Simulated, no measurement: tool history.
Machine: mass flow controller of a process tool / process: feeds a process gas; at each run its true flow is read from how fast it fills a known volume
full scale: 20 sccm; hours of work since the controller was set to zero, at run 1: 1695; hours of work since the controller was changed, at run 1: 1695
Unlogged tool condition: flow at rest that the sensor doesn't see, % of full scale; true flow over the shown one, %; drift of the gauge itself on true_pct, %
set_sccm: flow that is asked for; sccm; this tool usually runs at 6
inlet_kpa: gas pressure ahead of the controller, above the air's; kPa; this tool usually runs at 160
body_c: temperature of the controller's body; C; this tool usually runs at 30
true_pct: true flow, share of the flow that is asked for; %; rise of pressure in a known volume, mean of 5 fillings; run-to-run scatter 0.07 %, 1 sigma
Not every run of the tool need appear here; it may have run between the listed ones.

| run | day | set_sccm | inlet_kpa | body_c | hours of work since the controller was set to zero | hours of work since the controller was changed | true_pct |
|---|---|---|---|---|---|---|---|
| 1 | 0.000 | 6 | 160 | 30 | 1695 | 1695 | 98.76 |
| 2 | 2.883 | 11 | 160 | 30 | 1738 | 1738 | 99.33 |
| 3 | 5.033 | 6 | 160 | 22 | 1770 | 1770 | 98.31 |
| 4 | 6.971 | 6 | 160 | 30 | 1799 | 1799 | 98.97 |
| 5 | 10.538 | 6 | 160 | 30 | 1853 | 1853 | 98.98 |
| 6 | 13.975 | 6 | 160 | 30 | 1904 | 1904 | 98.84 |
| 7 | 15.812 | 6 | 160 | 21 | 1932 | 1932 | 98.20 |
| 8 | 18.800 | 6 | 270 | 30 | 1977 | 1977 | 99.53 |
| 9 | 21.938 | 6 | 270 | 30 | 2024 | 2024 | 99.45 |
| 10 | 25.471 | 6 | 270 | 30 | 2077 | 2077 | 99.63 |
| 11 | 27.983 | 6 | 160 | 30 | 2114 | 2114 | 98.89 |
| 12 | 29.729 | 6 | 160 | 30 | 2141 | 2141 | 98.73 |
| 13 | 33.192 | 9 | 160 | 30 | 2192 | 2192 | 99.17 |
| 14 | 35.725 | 6 | 162 | 30 | 2230 | 2230 | 98.90 |
| 15 | 38.671 | 6 | 162 | 30 | 2275 | 2275 | 98.86 |
| 16 | 41.583 | 6 | 160 | 30 | 2318 | 2318 | 98.86 |
| 17 | 43.500 | 6 | 160 | 26 | 2347 | 2347 | 98.66 |
| 18 | 44.946 | 6 | 160 | 26 | 2369 | 2369 | 98.57 |
| 19 | 46.608 | 6 | 160 | 26 | 2394 | 2394 | 98.58 |
| 20 | 48.162 | 2 | 160 | 30 | 2417 | 2417 | 98.55 |
| 21 | 50.567 | 2 | 160 | 30 | 2453 | 2453 | 98.52 |
| 22 | 53.712 | 6 | 160 | 30 | 2500 | 2500 | 98.92 |
| 23 | 55.433 | 6 | 160 | 23 | 2526 | 2526 | 98.31 |
| 24 | 58.858 | 6 | 160 | 30 | 2577 | 2577 | 98.96 |
| 25 | 61.692 | 6 | 160 | 30 | 2620 | 2620 | 98.95 |

What does the tool deliver on the next run?
| 26 | 65.054 | 6 | 160 | 30 | 2670 | 2670 | ? |

Logged for run 26: true_pct 98.99 %.
On a tool with no hidden condition, and with the same random variation, this run would have come out at true_pct 98.99 %.
